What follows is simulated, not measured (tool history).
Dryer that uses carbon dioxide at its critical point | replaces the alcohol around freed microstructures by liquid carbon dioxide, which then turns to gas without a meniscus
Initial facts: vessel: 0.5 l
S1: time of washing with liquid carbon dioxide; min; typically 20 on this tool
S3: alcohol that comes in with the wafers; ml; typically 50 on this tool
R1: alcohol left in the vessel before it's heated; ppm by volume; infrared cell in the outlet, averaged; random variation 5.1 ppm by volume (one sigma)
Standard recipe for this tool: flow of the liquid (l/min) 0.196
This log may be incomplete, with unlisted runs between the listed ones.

run 1 day=0.000 | S1=20 flow_of_the_liquid_(l/min)=0.196 S3=50 | R1=80
run 2 day=0.567 | S1=20 flow_of_the_liquid_(l/min)=0.196 S3=50 | R1=97
run 3 day=1.046 | S1=20 flow_of_the_liquid_(l/min)=0.246 S3=50 | R1=40
run 4 day=1.396 | S1=20 flow_of_the_liquid_(l/min)=0.246 S3=50 | R1=39
run 5 day=1.912 | S1=20 flow_of_the_liquid_(l/min)=0.246 S3=50 | R1=43
run 6 day=2.175 | S1=25 flow_of_the_liquid_(l/min)=0.196 S3=50 | R1=49
run 7 day=2.617 | S1=25 flow_of_the_liquid_(l/min)=0.196 S3=50 | R1=47
run 8 day=3.104 | S1=25 flow_of_the_liquid_(l/min)=0.162 S3=50 | R1=99
run 9 day=3.517 | S1=20 flow_of_the_liquid_(l/min)=0.196 S3=50 | R1=98
run 10 day=3.938 | S1=20 flow_of_the_liquid_(l/min)=0.196 S3=50 | R1=115
run 11 day=4.217 | S1=30 flow_of_the_liquid_(l/min)=0.232 S3=23 | R1=41
run 12 day=4.788 | S1=15 flow_of_the_liquid_(l/min)=0.237 S3=24 | R1=107
run 13 day=5.029 | S1=30 flow_of_the_liquid_(l/min)=0.133 S3=57 | R1=128
run 14 day=5.396 | S1=30 flow_of_the_liquid_(l/min)=0.133 S3=57 | R1=123
run 15 day=5.671 | S1=20 flow_of_the_liquid_(l/min)=0.146 S3=50 | R1=555
run 16 day=6.188 | S1=20 flow_of_the_liquid_(l/min)=0.146 S3=50 | R1=560
run 17 day=6.433 | S1=13 flow_of_the_liquid_(l/min)=0.265 S3=26 | R1=128
run 18 day=6.858 | S1=13 flow_of_the_liquid_(l/min)=0.265 S3=26 | R1=133

Results per run with the tool's hidden condition removed, run-to-run variation unchanged:
Hidden conditions of the tool in this case: flow that reaches the vessel past the clogged filter, %; alcohol in the recycled carbon dioxide, ppm; drift of the gauge itself on alcohol_ppm, %.
run=1 R1=50
run=2 R1=65
run=3 R1=14
run=4 R1=12
run=5 R1=13
run=6 R1=19
run=7 R1=15
run=8 R1=56
run=9 R1=50
run=10 R1=64
run=11 R1=6
run=12 R1=57
run=13 R1=69
run=14 R1=63
run=15 R1=413
run=16 R1=411
run=17 R1=67
run=18 R1=69
